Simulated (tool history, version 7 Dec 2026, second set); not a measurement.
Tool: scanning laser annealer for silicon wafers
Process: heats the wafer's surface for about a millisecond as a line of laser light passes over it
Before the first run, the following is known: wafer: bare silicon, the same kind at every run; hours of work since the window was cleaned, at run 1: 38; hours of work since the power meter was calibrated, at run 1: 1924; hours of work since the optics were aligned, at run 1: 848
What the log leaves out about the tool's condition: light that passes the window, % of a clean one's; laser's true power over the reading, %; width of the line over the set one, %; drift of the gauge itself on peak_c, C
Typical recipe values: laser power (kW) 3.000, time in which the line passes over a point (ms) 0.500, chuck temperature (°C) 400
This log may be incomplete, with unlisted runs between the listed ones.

run     day  laser power (kW)  time in which the line passes over a point (ms)  chuck temperature (°C)  hours of work since the window was cleaned  hours of work since the power meter was calibrated  hours of work since the optics were aligned  highest temperature of the surface (°C)
  1   0.000             3.000                                            0.500                     400                                          38                                                1924                                          848                                     1227
  2   2.433             3.000                                            0.500                     400                                          80                                                1966                                          889                                     1229
  3   4.650             3.000                                            0.500                     363                                         118                                                2004                                          927                                     1192
  4   6.717             3.000                                            0.500                     363                                         153                                                2039                                          962                                     1187
  5   8.988             3.000                                            0.496                     400                                         192                                                2078                                         1001                                     1218
  6  11.642             3.000                                            0.481                     400                                         237                                                2123                                         1046                                     1200
     12.288  -- optics aligned, line set to its width
  7  13.346             3.000                                            0.481                     400                                         263                                                2148                                           18                                     1215
  8  15.362             3.000                                            0.481                     400                                         297                                                2183                                           52                                     1213
  9  18.200             3.000                                            0.481                     400                                         345                                                2231                                          101                                     1216
 10  20.342             3.000                                            0.446                     400                                         382                                                2268                                          137                                     1171
 11  23.071             2.573                                            0.500                     400                                         429                                                2315                                          184                                     1114
 12  25.071             2.573                                            0.500                     400                                         463                                                2349                                          218                                     1112
 13  27.362             2.971                                            0.500                     400                                         502                                                2388                                          257                                     1217
     27.646  -- laser's power meter calibrated
 14  28.888             2.971                                            0.597                     400                                         526                                                  21                                          281                                     1300
 15  31.583             2.971                                            0.597                     400                                         572                                                  67                                          327                                     1294
 16  33.858             2.971                                            0.597                     400                                         611                                                 106                                          366                                     1297
     34.533  -- window over the wafer cleaned
 17  35.429             2.783                                            0.500                     400                                          15                                                 131                                          391                                     1164
 18  37.392             3.192                                            0.500                     400                                          49                                                 165                                          425                                     1277
 19  40.004             3.000                                            0.500                     400                                          93                                                 210                                          470                                     1223
 20  42.558             3.000                                            0.500                     400                                         137                                                 253                                          513                                     1220
     42.892  -- laser's power meter calibrated, once more
 21  44.433             3.000                                            0.375                     400                                         167                                                  26                                          543                                     1111
 22  46.071             3.000                                            0.375                     362                                         195                                                  54                                          571                                     1070
 23  47.829             3.000                                            0.375                     362                                         225                                                  84                                          601                                     1066
 24  49.300             2.763                                            0.407                     366                                         250                                                 109                                          626                                     1051
 25  51.229             2.612                                            0.509                     375                                         283                                                 142                                          659                                     1116
 26  53.729             2.612                                            0.509                     375                                         326                                                 185                                          702                                     1110
 27  55.667             2.875                                            0.396                     432                                         359                                                 218                                          735                                     1129
 28  58.079             2.978                                            0.396                     432                                         400                                                 259                                          776                                     1150
 29  60.071             2.978                                            0.396                     432                                         434                                                 293                                          810                                     1153
 30  61.758             2.978                                            0.396                     408                                         463                                                 322                                          839                                     1120
 31  64.425             2.958                                            0.497                     371                                         508                                                 368                                          884                                     1180
 32  66.550             2.559                                            0.500                     400                                         544                                                 404                                          920                                     1110
 33  69.475             2.706                                            0.500                     420                                         594                                                 454                                          970                                     1165
     71.158  -- window over the wafer cleaned
 34  71.604             2.706                                            0.500                     420                                           8                                                 489                                         1005                                     1179
 35  72.875             3.000                                            0.518                     428                                          29                                                 510                                         1027                                     1277
     74.583  -- optics aligned, line set to its width
 36  75.817             3.000                                            0.518                     428                                          76                                                 557                                           21                                     1292
 37  77.983             3.000                                            0.416                     428                                         113                                                 594                                           58                                     1183
 38  81.042             3.000                                            0.416                     428                                         165                                                 646                                          110                                     1185
 39  82.912             3.000                                            0.446                     367                                         197                                                 678                                          142                                     1152
 40  86.033             3.000                                            0.446                     414                                         250                                                 731                                          195                                     1200

Take each entry between the runs: how does the hidden state at the last listed run before it differ from the hidden state at the first listed run after it?
From run 6 to run 7: optics aligned, line set to its width (day 12.288)
  light that passes the window, % of a clean one's: 99.31 -> 99.24; laser's true power over the reading, %: -1.25 -> -1.26; width of the line over the set one, %: 4.08 -> 0.1
  the result without the hidden state subtracted from the measured one, highest temperature of the surface (°C): -27 -> -16
From run 13 to run 14: laser's power meter calibrated (day 27.646)
  light that passes the window, % of a clean one's: 98.57 -> 98.5; laser's true power over the reading, %: -1.37 -> -2.04; width of the line over the set one, %: 1.05 -> 1.13
  the result without the hidden state subtracted from the measured one, highest temperature of the surface (°C): -26 -> -34
From run 16 to run 17: window over the wafer cleaned (day 34.533)
  light that passes the window, % of a clean one's: 98.26 -> 99.64; laser's true power over the reading, %: -2.08 -> -2.09; width of the line over the set one, %: 1.46 -> 1.56
  the result without the hidden state subtracted from the measured one, highest temperature of the surface (°C): -38 -> -23
From run 20 to run 21: laser's power meter calibrated, once more (day 42.892)
  light that passes the window, % of a clean one's: 99.32 -> 99.23; laser's true power over the reading, %: -2.15 -> 0.04; width of the line over the set one, %: 2.03 -> 2.16
  the result without the hidden state subtracted from the measured one, highest temperature of the surface (°C): -28 -> -11
From run 33 to run 34: window over the wafer cleaned (day 71.158)
  light that passes the window, % of a clean one's: 98.03 -> 99.92; laser's true power over the reading, %: -0.16 -> -0.18; width of the line over the set one, %: 3.83 -> 3.96
  the result without the hidden state subtracted from the measured one, highest temperature of the surface (°C): -26 -> -13
From run 35 to run 36: optics aligned, line set to its width (day 74.583)
  light that passes the window, % of a clean one's: 99.87 -> 99.74; laser's true power over the reading, %: -0.19 -> -0.22; width of the line over the set one, %: 4.05 -> 0.18
  the result without the hidden state subtracted from the measured one, highest temperature of the surface (°C): -15 -> -5
